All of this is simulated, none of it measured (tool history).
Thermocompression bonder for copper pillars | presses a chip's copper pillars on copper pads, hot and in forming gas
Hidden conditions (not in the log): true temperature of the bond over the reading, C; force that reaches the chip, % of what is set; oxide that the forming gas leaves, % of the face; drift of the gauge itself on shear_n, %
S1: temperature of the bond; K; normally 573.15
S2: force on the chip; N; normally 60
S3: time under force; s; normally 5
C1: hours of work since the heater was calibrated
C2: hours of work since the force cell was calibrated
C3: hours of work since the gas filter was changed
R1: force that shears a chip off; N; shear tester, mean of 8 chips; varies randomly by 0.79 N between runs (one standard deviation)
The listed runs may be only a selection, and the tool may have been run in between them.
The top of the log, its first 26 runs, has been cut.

{"run": 27, "hour": 282.2, "S1": 575.15, "S2": 59, "S3": 3, "C1": 637, "C2": 668, "C3": 41, "R1": 56.9}
{"run": 28, "hour": 296.9, "S1": 575.15, "S2": 59, "S3": 3, "C1": 648, "C2": 679, "C3": 52, "R1": 57.8}
{"run": 29, "hour": 305.2, "S1": 575.15, "S2": 59, "S3": 3, "C1": 654, "C2": 685, "C3": 58, "R1": 58.7}
{"run": 30, "hour": 318.1, "S1": 575.15, "S2": 81, "S3": 11, "C1": 664, "C2": 694, "C3": 67, "R1": 85.2}
{"run": 31, "hour": 331.2, "S1": 574.15, "S2": 69, "S3": 3, "C1": 673, "C2": 704, "C3": 77, "R1": 60.8}
{"run": 32, "hour": 338.5, "S1": 595.15, "S2": 57, "S3": 12, "C1": 679, "C2": 709, "C3": 82, "R1": 85.3}
{"run": 33, "hour": 349.7, "S1": 579.15, "S2": 60, "S3": 3, "C1": 687, "C2": 718, "C3": 90, "R1": 58.8}
{"run": 34, "hour": 358.8, "S1": 573.15, "S2": 49, "S3": 15, "C1": 694, "C2": 724, "C3": 97, "R1": 76.8}
{"run": 35, "hour": 367.3, "S1": 573.15, "S2": 49, "S3": 15, "C1": 700, "C2": 731, "C3": 103, "R1": 78.4}
{"run": 36, "hour": 374.5, "S1": 551.15, "S2": 50, "S3": 5, "C1": 705, "C2": 736, "C3": 109, "R1": 50.3}
{"run": 37, "hour": 386.0, "S1": 554.15, "S2": 68, "S3": 5, "C1": 714, "C2": 744, "C3": 117, "R1": 60.4}

For run 38, what comes out?
{"run": 38, "hour": 393.8, "S1": 573.15, "S2": 40, "S3": 12, "C1": 719, "C2": 750, "C3": 123, "R1": "?"}

Run 38 measured R1 69.1 N.
With no hidden state in the tool, this same run would have given R1 71.7 N.
